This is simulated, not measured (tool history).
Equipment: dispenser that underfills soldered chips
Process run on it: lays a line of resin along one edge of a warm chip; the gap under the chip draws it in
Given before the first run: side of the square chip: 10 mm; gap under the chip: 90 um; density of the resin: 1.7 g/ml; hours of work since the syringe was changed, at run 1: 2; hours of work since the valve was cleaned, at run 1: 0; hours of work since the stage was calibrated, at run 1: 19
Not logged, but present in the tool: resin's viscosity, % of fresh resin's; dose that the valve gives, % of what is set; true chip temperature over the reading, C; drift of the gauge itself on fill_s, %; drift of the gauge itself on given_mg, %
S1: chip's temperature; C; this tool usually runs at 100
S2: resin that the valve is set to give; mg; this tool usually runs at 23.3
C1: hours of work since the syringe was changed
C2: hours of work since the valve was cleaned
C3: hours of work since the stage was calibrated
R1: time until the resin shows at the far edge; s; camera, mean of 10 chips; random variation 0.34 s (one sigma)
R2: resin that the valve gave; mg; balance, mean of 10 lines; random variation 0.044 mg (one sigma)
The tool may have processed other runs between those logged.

run,hour,S1,S2,C1,C2,C3,R1,R2
1,0,100,23.3,2,0,19,18.3,23.33
2,6.3,100,28.2,6,4,24,22.6,28.18
# hour 10.6: new syringe of resin
3,13.4,100,28.4,2,9,28,18,28.28
4,18.7,100,28.4,5,12,32,20.9,28.11
# hour 24.5: new syringe of resin
5,25.7,100,28.4,1,17,36,16.6,28.15
6,29.2,100,23.3,3,19,38,18.5,23.02
7,34.4,100,23.3,7,23,42,22.8,23.02
# hour 38: new syringe of resin
8,38,100,23.3,0,25,44,15.4,22.95
9,41,90,23.3,2,27,46,23.5,22.92
10,44.9,100,23.3,5,29,49,20,22.8
# hour 51.6: new syringe of resin
11,51.6,100,21.7,0,34,53,15.7,21.2
12,56.6,100,21.7,3,37,56,19.4,21.2
13,63.4,100,23.3,8,41,61,24.4,22.65
# hour 65.1: new syringe of resin
14,67.3,100,23.7,2,44,63,17.3,23.02
15,73.5,100,21.5,6,48,67,22.3,20.82
# hour 77.2: dispensing valve cleaned and set on the balance
# hour 79.7: new syringe of resin
16,81,100,23.3,1,2,71,16.1,23.23
17,86.1,100,23.3,4,6,75,19.3,23.27
18,89.2,100,23.3,6,8,77,22.8,23.24
19,92.4,103,23.3,8,10,79,23.4,23.1
# hour 93.3: new syringe of resin
20,99.2,90,26.9,4,14,83,26.3,26.56
21,103.1,86,23.3,7,17,86,35.5,22.97
# hour 106.8: new syringe of resin
22,107.6,93,20,1,20,89,20.7,19.74
23,114.5,96,24.8,5,24,93,23.3,24.38
# hour 120.4: new syringe of resin
24,121,86,28.6,0,28,98,24.5,27.82
25,125.8,105,22.1,4,32,101,16.8,21.56
26,131.6,105,22.1,7,35,105,20.3,21.5
# hour 134.2: new syringe of resin
27,138.8,91,20.8,3,40,109,24.8,20.2
28,142.8,94,20.3,6,43,112,26.9,19.72
# hour 147.8: new syringe of resin
29,149.1,102,20.8,1,47,116,15.6,20.06
30,152.7,102,22.2,3,49,118,18,21.27
# hour 155.2: dispensing valve cleaned and set on the balance
31,157.7,113,29.1,6,2,121,13.8,29.15
# hour 162.3: new syringe of resin
32,163.2,113,29.1,1,5,124,10.3,28.99
33,167.6,92,25.5,3,8,127,23.9,25.46
34,173.3,104,23.3,7,12,131,20.6,23.14
# hour 175.9: new syringe of resin
35,180.3,112,23.3,3,16,136,13,23.16

Forecast each of these 5 alternatives for the next run:
A,187.1,100,27.1,7,21,140,?,?
B,187.1,105,22.3,7,21,140,?,?
C,187.1,103,26.7,7,21,140,?,?
D,187.1,99,26.4,7,21,140,?,?
E,187.1,104,23.3,7,21,140,?,?

run,R1,R2
A,23.6,26.77
B,20.9,22.04
C,21.1,26.36
D,24,26.03
E,21,23.05
With the hidden condition removed and each run's random variation left untouched, the same runs would have given:
run,R1,R2
A,15.8,27.12
B,14.2,22.32
C,14.2,26.7
D,16,26.37
E,14,23.35
